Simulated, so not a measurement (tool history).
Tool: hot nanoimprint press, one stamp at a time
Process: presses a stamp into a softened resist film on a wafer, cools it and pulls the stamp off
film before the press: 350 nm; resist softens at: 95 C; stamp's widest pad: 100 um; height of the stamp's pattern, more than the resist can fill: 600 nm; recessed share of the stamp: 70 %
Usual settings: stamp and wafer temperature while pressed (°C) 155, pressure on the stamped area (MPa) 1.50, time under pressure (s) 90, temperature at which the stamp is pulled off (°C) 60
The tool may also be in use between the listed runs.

| run | hour | stamp and wafer temperature while pressed (°C) | pressure on the stamped area (MPa) | time under pressure (s) | temperature at which the stamp is pulled off (°C) | resist left under the stamp's widest pad (Å) | greatest force while the stamp is pulled off (N) |
|---|---|---|---|---|---|---|---|
| 1 | 0.0 | 155 | 1.50 | 90 | 60 | 1985 | 179 |
| 2 | 10.2 | 155 | 1.50 | 92 | 60 | 1955 | 182 |
| 3 | 16.7 | 155 | 1.50 | 92 | 60 | 1958 | 183 |
|  | 28.9 | stamp cleaned and given a new release coat |
| 4 | 31.3 | 155 | 1.50 | 90 | 58 | 1980 | 165 |
| 5 | 38.3 | 155 | 1.50 | 90 | 60 | 1975 | 161 |
| 6 | 50.9 | 155 | 2.03 | 90 | 60 | 1773 | 159 |
| 7 | 57.5 | 155 | 1.50 | 90 | 60 | 1979 | 165 |
| 8 | 64.4 | 155 | 1.50 | 90 | 60 | 1968 | 163 |
| 9 | 75.4 | 155 | 1.50 | 90 | 60 | 1951 | 164 |
| 10 | 81.9 | 155 | 1.50 | 90 | 60 | 1976 | 167 |
| 11 | 95.2 | 155 | 1.50 | 90 | 57 | 1994 | 175 |
| 12 | 104.6 | 158 | 1.28 | 107 | 64 | 1722 | 156 |
| 13 | 112.0 | 155 | 1.50 | 90 | 53 | 1988 | 193 |
| 14 | 120.8 | 161 | 1.44 | 79 | 58 | 1618 | 183 |
| 15 | 131.5 | 161 | 1.44 | 79 | 58 | 1622 | 183 |

The next listed run, before its measurement:
| 16 | 138.6 | 161 | 1.44 | 79 | 58 | ? | ? |

Run 16 gave resist left under the stamp's widest pad (Å) 1612, greatest force while the stamp is pulled off (N) 178.
Without the tool's hidden state the same run would have given resist left under the stamp's widest pad (Å) 1490, greatest force while the stamp is pulled off (N) 160.
